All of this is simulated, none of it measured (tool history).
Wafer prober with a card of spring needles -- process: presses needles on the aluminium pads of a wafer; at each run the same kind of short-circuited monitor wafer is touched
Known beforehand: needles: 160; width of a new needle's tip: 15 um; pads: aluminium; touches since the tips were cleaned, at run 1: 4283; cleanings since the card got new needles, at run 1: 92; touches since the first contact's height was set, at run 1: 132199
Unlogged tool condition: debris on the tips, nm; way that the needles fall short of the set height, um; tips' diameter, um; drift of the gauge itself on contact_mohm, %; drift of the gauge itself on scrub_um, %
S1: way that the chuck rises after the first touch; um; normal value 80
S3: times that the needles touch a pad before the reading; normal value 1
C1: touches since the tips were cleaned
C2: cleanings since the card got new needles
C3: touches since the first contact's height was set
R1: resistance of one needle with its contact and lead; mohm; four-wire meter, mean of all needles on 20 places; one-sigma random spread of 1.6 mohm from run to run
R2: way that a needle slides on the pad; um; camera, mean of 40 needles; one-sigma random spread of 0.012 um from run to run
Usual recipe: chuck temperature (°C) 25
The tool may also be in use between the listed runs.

{"run": 1, "day": 0.0, "S1": 80, "chuck temperature (°C)": 25, "S3": 1, "C1": 4283, "C2": 92, "C3": 132199, "R1": 170, "R2": 13.25}
{"day": 0.229, "done": "tips cleaned on abrasive film"}
{"day": 0.738, "done": "height of the first contact set anew"}
{"day": 1.188, "done": "tips cleaned on abrasive film"}
{"run": 2, "day": 1.188, "S1": 80, "chuck temperature (°C)": 25, "S3": 2, "C1": 0, "C2": 94, "C3": 2985, "R1": 154, "R2": 13.46}
{"day": 2.021, "done": "tips cleaned on abrasive film"}
{"run": 3, "day": 2.612, "S1": 80, "chuck temperature (°C)": 25, "S3": 2, "C1": 3940, "C2": 95, "C3": 12444, "R1": 163, "R2": 13.44}
{"day": 2.942, "done": "tips cleaned on abrasive film"}
{"run": 4, "day": 3.562, "S1": 80, "chuck temperature (°C)": 75, "S3": 2, "C1": 4118, "C2": 96, "C3": 18741, "R1": 169, "R2": 13.43}
{"day": 3.8, "done": "tips cleaned on abrasive film"}
{"day": 4.646, "done": "tips cleaned on abrasive film"}
{"run": 5, "day": 5.192, "S1": 80, "chuck temperature (°C)": 75, "S3": 2, "C1": 3646, "C2": 98, "C3": 29571, "R1": 172, "R2": 13.41}
{"day": 5.542, "done": "tips cleaned on abrasive film"}
{"day": 6.429, "done": "tips cleaned on abrasive film"}
{"run": 6, "day": 6.429, "S1": 80, "chuck temperature (°C)": 75, "S3": 2, "C1": 0, "C2": 100, "C3": 37758, "R1": 161, "R2": 13.38}
{"day": 7.338, "done": "tips cleaned on abrasive film"}
{"run": 7, "day": 7.992, "S1": 63, "chuck temperature (°C)": 25, "S3": 1, "C1": 4353, "C2": 101, "C3": 48144, "R1": 180, "R2": 10.54}
{"day": 8.292, "done": "tips cleaned on abrasive film"}
{"day": 9.1, "done": "tips cleaned on abrasive film"}
{"day": 9.921, "done": "tips cleaned on abrasive film"}
{"run": 8, "day": 9.925, "S1": 63, "chuck temperature (°C)": 25, "S3": 1, "C1": 41, "C2": 104, "C3": 60968, "R1": 156, "R2": 10.49}
{"day": 10.767, "done": "tips cleaned on abrasive film"}
{"day": 11.612, "done": "tips cleaned on abrasive film"}
{"run": 9, "day": 12.054, "S1": 80, "chuck temperature (°C)": 25, "S3": 1, "C1": 2937, "C2": 106, "C3": 75092, "R1": 168, "R2": 13.34}
{"day": 12.454, "done": "tips cleaned on abrasive film"}
{"day": 13.417, "done": "tips cleaned on abrasive film"}
{"run": 10, "day": 13.942, "S1": 80, "chuck temperature (°C)": 25, "S3": 1, "C1": 3489, "C2": 108, "C3": 87635, "R1": 167, "R2": 13.31}
{"day": 14.258, "done": "tips cleaned on abrasive film"}
{"day": 15.154, "done": "tips cleaned on abrasive film"}
{"run": 11, "day": 15.188, "S1": 80, "chuck temperature (°C)": 25, "S3": 1, "C1": 224, "C2": 110, "C3": 95887, "R1": 156, "R2": 13.3}
{"day": 16.004, "done": "tips cleaned on abrasive film"}
{"day": 16.867, "done": "tips cleaned on abrasive film"}
{"run": 12, "day": 16.875, "S1": 80, "chuck temperature (°C)": 77, "S3": 1, "C1": 79, "C2": 112, "C3": 107099, "R1": 162, "R2": 13.25}
{"day": 17.758, "done": "tips cleaned on abrasive film"}
{"run": 13, "day": 18.388, "S1": 80, "chuck temperature (°C)": 26, "S3": 1, "C1": 4193, "C2": 113, "C3": 117144, "R1": 171, "R2": 13.27}
{"day": 18.646, "done": "tips cleaned on abrasive film"}
{"day": 19.546, "done": "tips cleaned on abrasive film"}
{"run": 14, "day": 19.675, "S1": 80, "chuck temperature (°C)": 26, "S3": 1, "C1": 867, "C2": 115, "C3": 125676, "R1": 158, "R2": 13.25}
{"day": 20.438, "done": "tips cleaned on abrasive film"}
{"run": 15, "day": 20.758, "S1": 84, "chuck temperature (°C)": 25, "S3": 1, "C1": 2148, "C2": 116, "C3": 132875, "R1": 163, "R2": 13.89}
{"day": 21.258, "done": "tips cleaned on abrasive film"}
{"day": 21.425, "done": "height of the first contact set anew"}
{"day": 22.146, "done": "tips cleaned on abrasive film"}
{"run": 16, "day": 22.8, "S1": 80, "chuck temperature (°C)": 35, "S3": 1, "C1": 4377, "C2": 118, "C3": 9143, "R1": 173, "R2": 13.45}
{"day": 23.004, "done": "tips cleaned on abrasive film"}
{"day": 23.833, "done": "tips cleaned on abrasive film"}
{"run": 17, "day": 24.625, "S1": 98, "chuck temperature (°C)": 41, "S3": 1, "C1": 5276, "C2": 120, "C3": 21248, "R1": 168, "R2": 16.48}
{"day": 24.717, "done": "tips cleaned on abrasive film"}
{"day": 25.583, "done": "tips cleaned on abrasive film"}
{"run": 18, "day": 25.817, "S1": 80, "chuck temperature (°C)": 32, "S3": 1, "C1": 1577, "C2": 122, "C3": 29152, "R1": 162, "R2": 13.42}
{"day": 26.475, "done": "tips cleaned on abrasive film"}
{"run": 19, "day": 26.946, "S1": 78, "chuck temperature (°C)": 83, "S3": 1, "C1": 3134, "C2": 123, "C3": 36637, "R1": 176, "R2": 13.07}
{"day": 27.425, "done": "tips cleaned on abrasive film"}
{"day": 28.35, "done": "tips cleaned on abrasive film"}
{"run": 20, "day": 28.817, "S1": 78, "chuck temperature (°C)": 83, "S3": 1, "C1": 3117, "C2": 125, "C3": 49073, "R1": 178, "R2": 13.05}
{"day": 29.183, "done": "tips cleaned on abrasive film"}
{"run": 21, "day": 29.729, "S1": 80, "chuck temperature (°C)": 31, "S3": 1, "C1": 3646, "C2": 126, "C3": 55131, "R1": 171, "R2": 13.38}
{"day": 30.05, "done": "tips cleaned on abrasive film"}
{"day": 30.975, "done": "tips cleaned on abrasive film"}
{"day": 31.8, "done": "tips cleaned on abrasive film"}
{"run": 22, "day": 31.879, "S1": 68, "chuck temperature (°C)": 58, "S3": 1, "C1": 512, "C2": 129, "C3": 69372, "R1": 164, "R2": 11.33}
{"day": 32.667, "done": "tips cleaned on abrasive film"}
{"day": 33.546, "done": "tips cleaned on abrasive film"}
{"run": 23, "day": 34.033, "S1": 97, "chuck temperature (°C)": 58, "S3": 1, "C1": 3255, "C2": 131, "C3": 83693, "R1": 168, "R2": 16.18}
{"day": 34.4, "done": "tips cleaned on abrasive film"}
{"day": 35.362, "done": "tips cleaned on abrasive film"}
{"run": 24, "day": 35.617, "S1": 97, "chuck temperature (°C)": 58, "S3": 1, "C1": 1714, "C2": 133, "C3": 94205, "R1": 165, "R2": 16.19}
{"day": 36.192, "done": "tips cleaned on abrasive film"}
{"day": 37.138, "done": "tips cleaned on abrasive film"}
{"run": 25, "day": 37.325, "S1": 83, "chuck temperature (°C)": 25, "S3": 1, "C1": 1254, "C2": 135, "C3": 105535, "R1": 160, "R2": 13.78}
{"day": 38.042, "done": "tips cleaned on abrasive film"}
{"day": 38.925, "done": "tips cleaned on abrasive film"}
{"run": 26, "day": 39.183, "S1": 69, "chuck temperature (°C)": 27, "S3": 2, "C1": 1744, "C2": 137, "C3": 117878, "R1": 163, "R2": 11.42}
{"day": 39.808, "done": "tips cleaned on abrasive film"}
{"day": 40.683, "done": "tips cleaned on abrasive film"}
{"run": 27, "day": 41.342, "S1": 80, "chuck temperature (°C)": 57, "S3": 1, "C1": 4380, "C2": 139, "C3": 132193, "R1": 177, "R2": 13.25}
{"day": 41.617, "done": "tips cleaned on abrasive film"}
{"day": 42.1, "done": "height of the first contact set anew"}
{"day": 42.488, "done": "tips cleaned on abrasive film"}
{"day": 43.35, "done": "tips cleaned on abrasive film"}
{"run": 28, "day": 43.45, "S1": 68, "chuck temperature (°C)": 26, "S3": 1, "C1": 676, "C2": 142, "C3": 8940, "R1": 163, "R2": 11.43}
{"day": 44.325, "done": "tips cleaned on abrasive film"}
{"day": 45.167, "done": "tips cleaned on abrasive film"}
{"run": 29, "day": 45.167, "S1": 76, "chuck temperature (°C)": 26, "S3": 1, "C1": 0, "C2": 144, "C3": 20327, "R1": 152, "R2": 12.75}
{"day": 46.075, "done": "tips cleaned on abrasive film"}
{"run": 30, "day": 46.675, "S1": 76, "chuck temperature (°C)": 83, "S3": 2, "C1": 4015, "C2": 145, "C3": 30361, "R1": 172, "R2": 12.73}

Here are 3 independent what-if runs from the current tool condition. What would each one return?
{"day": 47.008, "done": "tips cleaned on abrasive film"}
{"day": 47.983, "done": "tips cleaned on abrasive film"}
{"run": "A", "day": 48.279, "S1": 88, "chuck temperature (°C)": 62, "S3": 1, "C1": 1990, "C2": 147, "C3": 41009, "R1": "?", "R2": "?"}
{"day": 47.008, "done": "tips cleaned on abrasive film"}
{"day": 47.983, "done": "tips cleaned on abrasive film"}
{"run": "B", "day": 48.279, "S1": 92, "chuck temperature (°C)": 25, "S3": 1, "C1": 1990, "C2": 147, "C3": 41009, "R1": "?", "R2": "?"}
{"day": 47.008, "done": "tips cleaned on abrasive film"}
{"day": 47.983, "done": "tips cleaned on abrasive film"}
{"run": "C", "day": 48.279, "S1": 76, "chuck temperature (°C)": 47, "S3": 2, "C1": 1990, "C2": 147, "C3": 41009, "R1": "?", "R2": "?"}

run=A R1=169 R2=14.75
run=B R1=162 R2=15.43
run=C R1=161 R2=12.71
With the hidden condition removed and each run's random variation left untouched, the same runs would have given:
run=A R1=158 R2=14.81
run=B R1=151 R2=15.50
run=C R1=152 R2=12.77
